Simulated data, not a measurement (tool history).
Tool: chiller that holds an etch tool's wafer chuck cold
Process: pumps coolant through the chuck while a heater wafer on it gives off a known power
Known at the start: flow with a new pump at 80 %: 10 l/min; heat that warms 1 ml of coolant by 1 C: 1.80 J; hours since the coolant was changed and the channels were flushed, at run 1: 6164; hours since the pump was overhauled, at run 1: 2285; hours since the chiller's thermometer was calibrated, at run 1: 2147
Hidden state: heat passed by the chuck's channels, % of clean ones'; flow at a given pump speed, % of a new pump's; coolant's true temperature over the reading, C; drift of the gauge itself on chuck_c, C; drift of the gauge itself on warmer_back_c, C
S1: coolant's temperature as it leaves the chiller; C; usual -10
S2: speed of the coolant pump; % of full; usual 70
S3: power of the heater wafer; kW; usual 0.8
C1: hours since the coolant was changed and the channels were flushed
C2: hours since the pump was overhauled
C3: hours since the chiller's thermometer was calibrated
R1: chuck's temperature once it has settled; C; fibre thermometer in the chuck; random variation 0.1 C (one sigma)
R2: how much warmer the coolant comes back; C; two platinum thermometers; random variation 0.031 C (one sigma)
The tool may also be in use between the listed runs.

{"run": 1, "day": 0.0, "S1": -10, "S2": 70, "S3": 0.8, "C1": 6164, "C2": 2285, "C3": 2147, "R1": -2.8, "R2": 3.19}
{"run": 2, "day": 2.412, "S1": -10, "S2": 70, "S3": 0.8, "C1": 6222, "C2": 2343, "C3": 2205, "R1": -2.7, "R2": 3.2}
{"day": 4.183, "done": "coolant changed, channels flushed"}
{"run": 3, "day": 5.675, "S1": -10, "S2": 70, "S3": 0.8, "C1": 36, "C2": 2415, "C3": 2277, "R1": -3.5, "R2": 3.17}
{"run": 4, "day": 8.538, "S1": -10, "S2": 70, "S3": 0.8, "C1": 105, "C2": 2484, "C3": 2346, "R1": -3.6, "R2": 3.21}
{"run": 5, "day": 11.246, "S1": -10, "S2": 70, "S3": 0.8, "C1": 170, "C2": 2549, "C3": 2411, "R1": -3.7, "R2": 3.28}
{"run": 6, "day": 13.262, "S1": -10, "S2": 70, "S3": 0.8, "C1": 218, "C2": 2597, "C3": 2459, "R1": -3.4, "R2": 3.21}
{"run": 7, "day": 15.975, "S1": -10, "S2": 70, "S3": 0.8, "C1": 283, "C2": 2663, "C3": 2524, "R1": -3.4, "R2": 3.23}
{"day": 16.733, "done": "chiller's thermometer calibrated"}
{"run": 8, "day": 17.846, "S1": -10, "S2": 70, "S3": 0.8, "C1": 327, "C2": 2706, "C3": 27, "R1": -3.9, "R2": 3.26}
{"run": 9, "day": 20.017, "S1": -10, "S2": 70, "S3": 0.8, "C1": 379, "C2": 2758, "C3": 79, "R1": -3.8, "R2": 3.27}
{"run": 10, "day": 22.525, "S1": -10, "S2": 70, "S3": 1.18, "C1": 439, "C2": 2819, "C3": 139, "R1": -1.1, "R2": 4.74}
{"run": 11, "day": 23.792, "S1": -10, "S2": 75, "S3": 1.18, "C1": 470, "C2": 2849, "C3": 169, "R1": -1.3, "R2": 4.43}
{"run": 12, "day": 25.396, "S1": -8, "S2": 70, "S3": 0.8, "C1": 508, "C2": 2888, "C3": 208, "R1": -1.8, "R2": 3.23}
{"run": 13, "day": 27.712, "S1": -10, "S2": 70, "S3": 0.8, "C1": 564, "C2": 2943, "C3": 263, "R1": -3.8, "R2": 3.22}
{"run": 14, "day": 29.629, "S1": -10, "S2": 70, "S3": 0.8, "C1": 610, "C2": 2989, "C3": 309, "R1": -3.8, "R2": 3.23}
{"run": 15, "day": 31.988, "S1": -10, "S2": 70, "S3": 0.8, "C1": 666, "C2": 3046, "C3": 366, "R1": -3.9, "R2": 3.25}
{"run": 16, "day": 34.583, "S1": -9, "S2": 70, "S3": 0.8, "C1": 729, "C2": 3108, "C3": 428, "R1": -2.7, "R2": 3.21}
{"run": 17, "day": 36.575, "S1": -10, "S2": 63, "S3": 0.416, "C1": 776, "C2": 3156, "C3": 476, "R1": -6.6, "R2": 1.96}
{"run": 18, "day": 39.021, "S1": -10, "S2": 90, "S3": 1.098, "C1": 835, "C2": 3215, "C3": 535, "R1": -2.7, "R2": 3.37}
{"run": 19, "day": 40.979, "S1": -18, "S2": 84, "S3": 0.843, "C1": 882, "C2": 3262, "C3": 582, "R1": -12, "R2": 2.84}
{"run": 20, "day": 42.788, "S1": -16, "S2": 94, "S3": 0.461, "C1": 926, "C2": 3305, "C3": 625, "R1": -12.8, "R2": 1.41}
{"run": 21, "day": 45.708, "S1": -17, "S2": 80, "S3": 0.44, "C1": 996, "C2": 3375, "C3": 695, "R1": -13.7, "R2": 1.6}
{"run": 22, "day": 48.342, "S1": -17, "S2": 80, "S3": 0.44, "C1": 1059, "C2": 3438, "C3": 759, "R1": -13.8, "R2": 1.57}
{"run": 23, "day": 49.842, "S1": -15, "S2": 68, "S3": 0.516, "C1": 1095, "C2": 3474, "C3": 795, "R1": -10.9, "R2": 2.12}
{"run": 24, "day": 51.425, "S1": -10, "S2": 86, "S3": 0.8, "C1": 1133, "C2": 3512, "C3": 833, "R1": -4.5, "R2": 2.6}
{"run": 25, "day": 53.2, "S1": -6, "S2": 64, "S3": 0.977, "C1": 1175, "C2": 3555, "C3": 875, "R1": 2.2, "R2": 4.42}
{"run": 26, "day": 54.467, "S1": -6, "S2": 64, "S3": 0.977, "C1": 1206, "C2": 3585, "C3": 906, "R1": 2.2, "R2": 4.46}
{"run": 27, "day": 56.6, "S1": -9, "S2": 65, "S3": 0.722, "C1": 1257, "C2": 3636, "C3": 957, "R1": -3, "R2": 3.2}
{"run": 28, "day": 58.204, "S1": -5, "S2": 70, "S3": 0.8, "C1": 1296, "C2": 3675, "C3": 995, "R1": 1.5, "R2": 3.28}
{"run": 29, "day": 60.992, "S1": -5, "S2": 70, "S3": 0.8, "C1": 1362, "C2": 3742, "C3": 1062, "R1": 1.3, "R2": 3.28}
{"run": 30, "day": 62.75, "S1": -8, "S2": 70, "S3": 0.8, "C1": 1405, "C2": 3784, "C3": 1104, "R1": -1.4, "R2": 3.32}
{"run": 31, "day": 65.088, "S1": -1, "S2": 70, "S3": 0.8, "C1": 1461, "C2": 3840, "C3": 1161, "R1": 5.5, "R2": 3.37}

The same runs without the tool's hidden state, with the same run-to-run variation:
run=1 R1=-4.3 R2=3.08
run=2 R1=-4.1 R2=3.08
run=3 R1=-4.1 R2=3.05
run=4 R1=-4.2 R2=3.09
run=5 R1=-4.4 R2=3.15
run=6 R1=-4.1 R2=3.07
run=7 R1=-4 R2=3.09
run=8 R1=-4.1 R2=3.12
run=9 R1=-4 R2=3.12
run=10 R1=-1.5 R2=4.52
run=11 R1=-1.6 R2=4.22
run=12 R1=-2.1 R2=3.08
run=13 R1=-4.1 R2=3.06
run=14 R1=-4.1 R2=3.07
run=15 R1=-4.2 R2=3.09
run=16 R1=-3.1 R2=3.04
run=17 R1=-6.8 R2=1.85
run=18 R1=-3.2 R2=3.18
run=19 R1=-12.4 R2=2.68
run=20 R1=-13 R2=1.33
run=21 R1=-14 R2=1.51
run=22 R1=-14.1 R2=1.48
run=23 R1=-11.2 R2=1.99
run=24 R1=-5 R2=2.44
run=25 R1=1.6 R2=4.14
run=26 R1=1.6 R2=4.18
run=27 R1=-3.6 R2=2.99
run=28 R1=0.9 R2=3.07
run=29 R1=0.8 R2=3.06
run=30 R1=-2 R2=3.1
run=31 R1=4.9 R2=3.14
